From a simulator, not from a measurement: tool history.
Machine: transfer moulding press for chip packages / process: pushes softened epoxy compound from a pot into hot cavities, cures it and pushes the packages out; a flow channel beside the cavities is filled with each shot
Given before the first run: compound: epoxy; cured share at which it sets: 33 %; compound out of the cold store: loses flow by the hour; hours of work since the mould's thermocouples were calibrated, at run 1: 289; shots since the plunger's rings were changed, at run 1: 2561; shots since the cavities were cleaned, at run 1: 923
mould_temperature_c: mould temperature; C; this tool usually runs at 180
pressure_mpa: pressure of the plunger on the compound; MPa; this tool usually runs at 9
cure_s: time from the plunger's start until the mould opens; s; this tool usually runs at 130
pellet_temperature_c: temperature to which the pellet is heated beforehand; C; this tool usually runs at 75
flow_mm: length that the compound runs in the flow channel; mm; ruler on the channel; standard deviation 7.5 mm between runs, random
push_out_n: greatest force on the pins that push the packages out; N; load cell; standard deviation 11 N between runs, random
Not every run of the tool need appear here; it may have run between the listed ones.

| run | hour | mould_temperature_c | pressure_mpa | cure_s | pellet_temperature_c | hours of work since the mould's thermocouples were calibrated | shots since the plunger's rings were changed | shots since the cavities were cleaned | incoming compound's hours out of the cold store | flow_mm | push_out_n |
|---|---|---|---|---|---|---|---|---|---|---|---|
| 1 | 0 | 180 | 9 | 130 | 75 | 289 | 2561 | 923 | 30.9 | 750 | 708 |
|  | 4.9 | cavities cleaned with cleaning compound and waxed |
| 2 | 22.2 | 180 | 9 | 130 | 75 | 298 | 2698 | 114 | 18.5 | 798 | 579 |
| 3 | 37.8 | 180 | 9 | 130 | 75 | 305 | 2802 | 218 | 18.7 | 808 | 584 |
| 4 | 61.6 | 180 | 9 | 130 | 70 | 315 | 2960 | 376 | 29.1 | 747 | 643 |
| 5 | 83.1 | 180 | 9 | 130 | 70 | 324 | 3102 | 518 | 26.6 | 759 | 663 |
| 6 | 101.4 | 180 | 9 | 130 | 77 | 332 | 3224 | 640 | 25.6 | 764 | 667 |
| 7 | 122.7 | 180 | 9 | 130 | 77 | 342 | 3365 | 781 | 30.5 | 749 | 690 |
| 8 | 136.7 | 180 | 9 | 130 | 77 | 348 | 3458 | 874 | 46.3 | 666 | 679 |
|  | 150 | cavities cleaned with cleaning compound and waxed |
| 9 | 150.7 | 180 | 9 | 130 | 75 | 353 | 3540 | 4 | 42.6 | 690 | 520 |
| 10 | 174.2 | 180 | 9 | 130 | 75 | 363 | 3696 | 160 | 36.9 | 716 | 557 |
| 11 | 197.9 | 180 | 9 | 130 | 75 | 374 | 3853 | 317 | 13.3 | 811 | 650 |
| 12 | 217 | 180 | 9 | 130 | 75 | 382 | 3979 | 443 | 23.6 | 756 | 645 |
| 13 | 230.2 | 180 | 9 | 130 | 75 | 388 | 4068 | 532 | 14.7 | 812 | 664 |
| 14 | 243.3 | 180 | 9 | 130 | 75 | 394 | 4154 | 618 | 29.3 | 729 | 681 |
| 15 | 265.5 | 180 | 9 | 130 | 75 | 403 | 4301 | 765 | 14.4 | 812 | 710 |
| 16 | 277.9 | 180 | 9 | 130 | 75 | 409 | 4384 | 848 | 26.8 | 745 | 703 |
|  | 295.4 | cavities cleaned with cleaning compound and waxed |
| 17 | 307 | 180 | 10.79 | 116 | 75 | 421 | 4566 | 76 | 38.3 | 752 | 621 |
| 18 | 328.8 | 180 | 6.91 | 116 | 75 | 430 | 4711 | 221 | 24.4 | 665 | 718 |
| 19 | 351 | 178 | 6.82 | 114 | 67 | 440 | 4858 | 368 | 18.7 | 677 | 913 |
| 20 | 366.8 | 180 | 9 | 159 | 75 | 447 | 4963 | 473 | 31.2 | 715 | 529 |
| 21 | 381.3 | 182 | 8.65 | 159 | 75 | 453 | 5059 | 569 | 35.1 | 687 | 539 |
| 22 | 407.3 | 183 | 9.13 | 159 | 75 | 464 | 5231 | 741 | 27.1 | 724 | 572 |
| 23 | 430 | 180 | 10.65 | 155 | 78 | 474 | 5382 | 892 | 9.2 | 888 | 595 |
|  | 439.9 | cavities cleaned with cleaning compound and waxed |
|  | 446.6 | plunger's sealing rings changed |
| 24 | 455.6 | 180 | 10.65 | 155 | 78 | 484 | 60 | 88 | 16 | 937 | 481 |
| 25 | 483 | 180 | 10.65 | 155 | 78 | 496 | 241 | 269 | 42 | 776 | 482 |
| 26 | 498.8 | 180 | 10.65 | 144 | 67 | 503 | 346 | 374 | 39.3 | 787 | 546 |
| 27 | 528 | 187 | 6.87 | 111 | 70 | 515 | 540 | 568 | 35.4 | 630 | 563 |
| 28 | 550.1 | 180 | 10.04 | 112 | 75 | 525 | 686 | 714 | 17.7 | 875 | 886 |
| 29 | 569.7 | 178 | 9 | 130 | 75 | 534 | 816 | 844 | 18.9 | 834 | 785 |

Forecast each of these 3 alternatives for the next run:
|  | 586.7 | cavities cleaned with cleaning compound and waxed |
| A | 600.4 | 185 | 9 | 130 | 66 | 546 | 1010 | 91 | 8.3 | ? | ? |
|  | 586.7 | cavities cleaned with cleaning compound and waxed |
| B | 600.4 | 178 | 9 | 130 | 78 | 546 | 1010 | 91 | 26.7 | ? | ? |
|  | 586.7 | cavities cleaned with cleaning compound and waxed |
| C | 600.4 | 187 | 10.27 | 157 | 75 | 546 | 1010 | 91 | 29.7 | ? | ? |

| run | flow_mm | push_out_n |
|---|---|---|
| A | 842 | 488 |
| B | 796 | 599 |
| C | 788 | 444 |
Without the tool's hidden state the same runs would have given:
| run | flow_mm | push_out_n |
|---|---|---|
| A | 859 | 456 |
| B | 812 | 582 |
| C | 804 | 409 |
